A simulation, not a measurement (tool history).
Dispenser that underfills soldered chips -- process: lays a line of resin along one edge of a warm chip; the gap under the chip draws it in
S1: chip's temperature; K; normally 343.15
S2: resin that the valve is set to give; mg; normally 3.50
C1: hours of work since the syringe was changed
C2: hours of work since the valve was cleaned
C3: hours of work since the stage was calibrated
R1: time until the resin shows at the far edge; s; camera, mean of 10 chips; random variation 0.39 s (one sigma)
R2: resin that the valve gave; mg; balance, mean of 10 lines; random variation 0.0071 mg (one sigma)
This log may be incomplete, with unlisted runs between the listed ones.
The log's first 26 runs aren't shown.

{"run": 27, "day": 8.354, "S1": 353.15, "S2": 4.43, "C1": 5, "C2": 32, "C3": 188, "R1": 23.5, "R2": 4.381}
{"day": 8.442, "done": "new syringe of resin"}
{"run": 28, "day": 8.746, "S1": 354.15, "S2": 3.85, "C1": 5, "C2": 39, "C3": 194, "R1": 23.1, "R2": 3.786}
{"day": 8.804, "done": "new syringe of resin"}
{"day": 9.058, "done": "dispensing valve cleaned and set on the balance"}
{"run": 29, "day": 9.075, "S1": 354.15, "S2": 3.85, "C1": 4, "C2": 0, "C3": 199, "R1": 19.9, "R2": 3.842}
{"day": 9.217, "done": "new syringe of resin"}
{"run": 30, "day": 9.292, "S1": 354.15, "S2": 3.85, "C1": 1, "C2": 4, "C3": 202, "R1": 16.4, "R2": 3.846}
{"day": 9.575, "done": "new syringe of resin"}
{"run": 31, "day": 9.708, "S1": 345.15, "S2": 3.5, "C1": 2, "C2": 10, "C3": 209, "R1": 27.7, "R2": 3.491}
{"day": 9.95, "done": "new syringe of resin"}
{"run": 32, "day": 10.046, "S1": 340.15, "S2": 4.33, "C1": 2, "C2": 15, "C3": 214, "R1": 34.2, "R2": 4.298}
{"day": 10.321, "done": "new syringe of resin"}
{"run": 33, "day": 10.429, "S1": 330.15, "S2": 3.89, "C1": 2, "C2": 22, "C3": 220, "R1": 58.2, "R2": 3.859}
{"day": 10.683, "done": "new syringe of resin"}
{"run": 34, "day": 10.804, "S1": 343.15, "S2": 3.73, "C1": 2, "C2": 28, "C3": 226, "R1": 31.3, "R2": 3.701}
{"day": 11.046, "done": "new syringe of resin"}
{"run": 35, "day": 11.083, "S1": 343.15, "S2": 3.73, "C1": 1, "C2": 32, "C3": 231, "R1": 27.7, "R2": 3.672}

Forecast each of these 3 alternatives for the next run:
{"day": 11.429, "done": "new syringe of resin"}
{"run": "A", "day": 11.488, "S1": 350.15, "S2": 3.92, "C1": 1, "C2": 38, "C3": 237, "R1": "?", "R2": "?"}
{"day": 11.429, "done": "new syringe of resin"}
{"run": "B", "day": 11.488, "S1": 348.15, "S2": 4.18, "C1": 1, "C2": 38, "C3": 237, "R1": "?", "R2": "?"}
{"day": 11.429, "done": "new syringe of resin"}
{"run": "C", "day": 11.488, "S1": 343.15, "S2": 3.63, "C1": 1, "C2": 38, "C3": 237, "R1": "?", "R2": "?"}

run=A R1=19.5 R2=3.860
run=B R1=22.1 R2=4.116
run=C R1=27.7 R2=3.577
Stripped of hidden state, with their random variation kept, the same runs would have yielded:
run=A R1=16.7 R2=3.917
run=B R1=19.0 R2=4.176
run=C R1=23.7 R2=3.630

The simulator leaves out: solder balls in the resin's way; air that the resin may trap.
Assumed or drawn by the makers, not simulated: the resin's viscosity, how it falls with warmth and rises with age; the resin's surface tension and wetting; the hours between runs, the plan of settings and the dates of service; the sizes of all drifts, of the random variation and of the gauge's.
